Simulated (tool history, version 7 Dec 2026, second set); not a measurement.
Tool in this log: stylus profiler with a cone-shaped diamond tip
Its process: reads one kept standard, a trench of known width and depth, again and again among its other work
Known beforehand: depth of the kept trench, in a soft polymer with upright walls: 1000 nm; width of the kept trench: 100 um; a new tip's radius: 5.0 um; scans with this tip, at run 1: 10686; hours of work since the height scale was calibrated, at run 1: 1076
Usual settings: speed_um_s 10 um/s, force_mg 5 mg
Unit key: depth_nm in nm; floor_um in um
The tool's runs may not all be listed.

run   hour  speed_um_s  force_mg  scans with this tip  hours of work since the height scale was calibrated  depth_nm  floor_um
  1      0          10         5                10686                                                 1076   1016.95     91.66
  2   40.4          10         5                10950                                                 1103   1016.58     91.59
  3  107.9          10      3.45                11390                                                 1147   1011.77     91.48
  4  147.2          10      2.92                11646                                                 1173   1010.48     91.47
  5  182.9          10      2.83                11879                                                 1196    1009.8     91.45
  6  218.9          10      2.83                12114                                                 1220   1010.09     91.39
  7  257.2          10         5                12363                                                 1245   1016.18     91.32
  8  288.3          10         5                12566                                                 1266   1016.14     91.35
  9  364.6           4      2.85                13063                                                 1316    1009.6     91.19
       372  -- height scale calibrated on a step standard
 10  421.8           4      2.85                13433                                                   33   1008.04     91.16
 11    489           3      5.09                13872                                                   77      1015     91.15
     507.5  -- new tip fitted, height scale calibrated
 12  539.8           3      8.72                  210                                                   21   1029.72     93.95
     609.8  -- height scale calibrated on a step standard, once more
 13  609.8          12      5.83                  664                                                    0   1022.66     93.84
 14  671.5          32      2.54                 1066                                                   40   1013.23     93.61
 15  738.7           8      7.53                 1504                                                   85   1026.49      93.6
 16  805.7          16      2.06                 1941                                                  129   1011.05     93.47

Alternative continuations, all from the tool just after run 16; predict every row:
  A  857.1          32      2.66                 2276                                                  162         ?         ?
  B  857.1           3       1.9                 2276                                                  162         ?         ?
  C  857.1           5      4.66                 2276                                                  162         ?         ?

run  depth_nm  floor_um
  A   1012.93      93.3
  B   1010.61     93.44
  C   1018.63     93.42
Without the tool's hidden state the same runs would have given:
run  depth_nm  floor_um
  A   1013.53     93.85
  B   1011.22        94
  C   1019.24     93.98

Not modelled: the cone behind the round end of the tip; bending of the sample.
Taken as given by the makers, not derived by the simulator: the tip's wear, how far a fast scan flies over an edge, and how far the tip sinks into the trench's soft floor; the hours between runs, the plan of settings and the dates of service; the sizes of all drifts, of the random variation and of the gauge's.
